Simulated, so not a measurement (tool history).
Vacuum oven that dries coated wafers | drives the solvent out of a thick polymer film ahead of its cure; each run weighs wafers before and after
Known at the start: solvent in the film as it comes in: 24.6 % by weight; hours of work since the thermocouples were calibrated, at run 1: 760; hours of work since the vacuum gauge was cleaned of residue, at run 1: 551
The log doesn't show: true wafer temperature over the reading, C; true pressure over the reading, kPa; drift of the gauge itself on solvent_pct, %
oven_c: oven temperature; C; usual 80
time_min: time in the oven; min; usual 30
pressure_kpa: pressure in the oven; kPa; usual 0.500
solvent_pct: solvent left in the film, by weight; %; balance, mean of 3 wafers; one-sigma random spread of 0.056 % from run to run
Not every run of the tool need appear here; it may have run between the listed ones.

run,hour,oven_c,time_min,pressure_kpa,hours of work since the thermocouples were calibrated,hours of work since the vacuum gauge was cleaned of residue,solvent_pct
1,0.0,80,30,0.500,760,551,2.76
2,20.7,80,30,0.500,776,566,2.74
3,58.8,80,30,0.500,805,596,2.75
4,99.2,80,30,0.500,836,627,2.83
5,128.4,80,30,0.500,858,649,2.82
6,149.3,80,30,0.500,874,665,2.85
7,198.3,80,36,0.500,912,702,2.00
8,238.5,80,30,0.386,943,733,2.78
9,277.1,79,30,0.500,972,763,3.14
10,317.7,80,30,0.500,1003,794,2.89
11,368.0,80,17,0.500,1042,832,6.33
12,410.0,80,17,0.500,1074,864,6.46
13,433.7,79,37,0.522,1092,882,2.24
14,462.6,79,37,0.522,1114,905,2.28
15,487.1,80,17,1.776,1133,923,7.03
16,517.6,92,34,0.826,1156,947,0.87
17,554.2,68,22,0.613,1184,975,9.02
18,591.1,80,42,0.396,1213,1003,1.64
19,618.0,80,42,0.396,1233,1023,1.59
20,669.2,69,48,0.500,1272,1063,3.66
21,694.1,80,44,0.886,1291,1082,1.83
# hour 715.6: oven's thermocouples calibrated
22,729.0,88,16,0.886,10,1107,4.13
23,769.5,88,16,0.886,41,1138,4.14
24,799.0,88,16,0.886,64,1160,4.18

Selected run-to-run steps in solvent_pct, each split into two signed amounts: the part the tool would show with no hidden state at all (from settings, incoming material and random variation), and the remainder, which goes to the hidden state together with any gauge scatter not common to the measured and the hidden-state-free results:
Run 15 -> 16: oven_c 80 -> 92, time_min 17 -> 34, pressure_kpa 1.776 -> 0.826. solvent_pct -6.16 %: hidden state -0.42, all else -5.74.
Run 16 -> 17: oven_c 92 -> 68, time_min 34 -> 22, pressure_kpa 0.826 -> 0.613. solvent_pct +8.15 %: hidden state +0.57, all else +7.58.
Run 17 -> 18: oven_c 68 -> 80, time_min 22 -> 42, pressure_kpa 0.613 -> 0.396. solvent_pct -7.38 %: hidden state -0.33, all else -7.05.
